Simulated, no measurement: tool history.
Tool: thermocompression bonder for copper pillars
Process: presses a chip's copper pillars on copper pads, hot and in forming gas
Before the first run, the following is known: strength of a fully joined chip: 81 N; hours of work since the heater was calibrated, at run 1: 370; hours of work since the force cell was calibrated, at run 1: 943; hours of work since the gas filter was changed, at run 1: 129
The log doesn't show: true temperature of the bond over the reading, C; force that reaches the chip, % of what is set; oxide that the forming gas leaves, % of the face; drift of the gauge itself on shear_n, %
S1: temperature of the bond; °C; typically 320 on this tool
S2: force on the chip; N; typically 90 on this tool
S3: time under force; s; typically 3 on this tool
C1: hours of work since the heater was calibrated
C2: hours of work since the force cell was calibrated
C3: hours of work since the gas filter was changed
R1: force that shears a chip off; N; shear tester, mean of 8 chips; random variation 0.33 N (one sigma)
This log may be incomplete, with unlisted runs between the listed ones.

run,day,S1,S2,S3,C1,C2,C3,R1
1,0,320,90,3,370,943,129,60.2
2,1.154,320,90,3,383,957,143,61.1
3,2.892,320,90,3,403,977,163,60.8
4,4.475,320,90,3,422,996,181,61.1
5,5.796,320,90,3,437,1011,197,61
6,7.829,320,90,3,461,1034,220,61
7,9.538,320,90,3,481,1054,240,60.7
8,11.204,320,90,3,500,1074,260,60.2
9,13.025,320,90,3,521,1095,281,60.6
10,14.604,320,90,3,539,1113,299,61
# day 14.758: forming gas filter changed
11,16.192,320,90,3,558,1131,17,62.7
12,17.704,312,90,3,575,1149,34,60.5
13,19.892,312,90,3,601,1174,60,60.6
14,21.729,320,90,3,622,1196,81,62.2
15,23.429,320,90,3,642,1216,101,63.1
16,24.612,320,90,4,656,1229,115,66.2
17,25.962,320,90,3,671,1245,130,61.2
18,27.579,320,90,3,690,1264,149,62
19,28.871,320,90,3,705,1279,164,62.8
20,30.15,335,117,2,720,1294,179,66
21,31.512,310,90,4,736,1309,195,63.3
22,32.875,342,87,2,752,1325,211,60.7
23,35.004,315,67,3,776,1350,235,53.8
24,36.996,349,81,8,799,1373,258,75.1
25,38.512,349,81,8,817,1391,276,74.2
26,39.483,294,90,6,828,1402,287,63.4
27,40.5,294,90,6,840,1414,299,63.8
# day 40.629: forming gas filter changed
28,42.529,342,73,6,864,1437,22,72.8
29,44.292,314,105,7,884,1458,43,73.9
30,46.058,314,105,7,905,1478,63,74.2
31,47.204,322,105,7,918,1492,76,75.5
32,48.746,320,90,3,936,1510,94,63.1
33,49.992,320,90,3,950,1524,109,63.2
34,51.996,310,107,8,974,1547,132,73.9
35,53.871,310,107,8,995,1569,154,73.9

3 ways to go on from here, each from the tool as it stands after run 35. What would each give?
A,55.4,320,90,7,1013,1587,172,?
B,55.4,343,67,2,1013,1587,172,?
C,55.4,320,110,5,1013,1587,172,?

run,R1
A,71.9
B,57.3
C,72.1
Stripped of hidden state, with their random variation kept, the same runs would have yielded:
run,R1
A,70.3
B,54
C,70.5
